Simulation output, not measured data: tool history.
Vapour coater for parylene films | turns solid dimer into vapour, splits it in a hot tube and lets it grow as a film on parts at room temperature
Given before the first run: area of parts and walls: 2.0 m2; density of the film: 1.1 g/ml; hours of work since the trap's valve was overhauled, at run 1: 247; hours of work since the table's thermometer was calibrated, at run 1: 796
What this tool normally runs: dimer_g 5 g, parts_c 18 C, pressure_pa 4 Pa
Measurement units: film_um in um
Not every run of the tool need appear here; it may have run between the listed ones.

run,day,dimer_g,parts_c,pressure_pa,hours of work since the trap's valve was overhauled,hours of work since the table's thermometer was calibrated,film_um
1,0,5,18,4,247,796,1.79
# day 2.192: table's thermometer calibrated
2,2.933,5,11,4,289,11,2.02
3,6.088,5,11,4,336,57,2.04
4,7.704,5,11,4,360,81,1.99
5,9.05,5,18,4,379,101,1.66
6,10.921,5,18,4,407,128,1.61
7,12.433,5,18,4,429,150,1.64
# day 13.342: trap's valve overhauled
8,14.492,5,18,4,17,178,1.83
9,16.417,5,18,4,45,207,1.82
10,18.267,5,18,4,72,234,1.79
11,21.392,5,18,4,118,280,1.76
12,24.342,5,18,4,162,323,1.75
13,26.288,5,18,4,190,351,1.7
14,27.621,5,18,4,210,371,1.74
15,30.417,6,18,2.47,251,412,2.11
16,32.208,5,18,5.2,277,438,1.71
17,34.492,6,26,5.86,311,472,1.43
18,36.912,3,29,10.36,346,508,0.62
19,38.85,6,14,10.36,375,536,2.2
20,40.7,3,14,3.65,402,563,1.14
21,42.342,3,14,3.65,426,587,1.15
# day 43.5: trap's valve overhauled
22,44.642,3,14,3.65,17,619,1.34
23,47.862,5,14,3.63,64,666,2.19
24,50.017,4,29,2.56,96,698,0.96
25,52.812,5,24,2.31,137,739,1.47
26,55.404,6,18,10.63,175,777,2.06
27,58.321,9,30,2.88,218,820,1.99

Forecast each of these 3 alternatives for the next run:
# day 58.925: table's thermometer calibrated
A,61.379,5,14,2.05,262,36,?
# day 58.925: table's thermometer calibrated
B,61.379,5,18,4,262,36,?
# day 58.925: table's thermometer calibrated
C,61.379,2,18,4.41,262,36,?

run,film_um
A,2.04
B,1.66
C,0.67
With the hidden condition removed and each run's random variation left untouched, the same runs would have given:
run,film_um
A,2.23
B,1.82
C,0.73
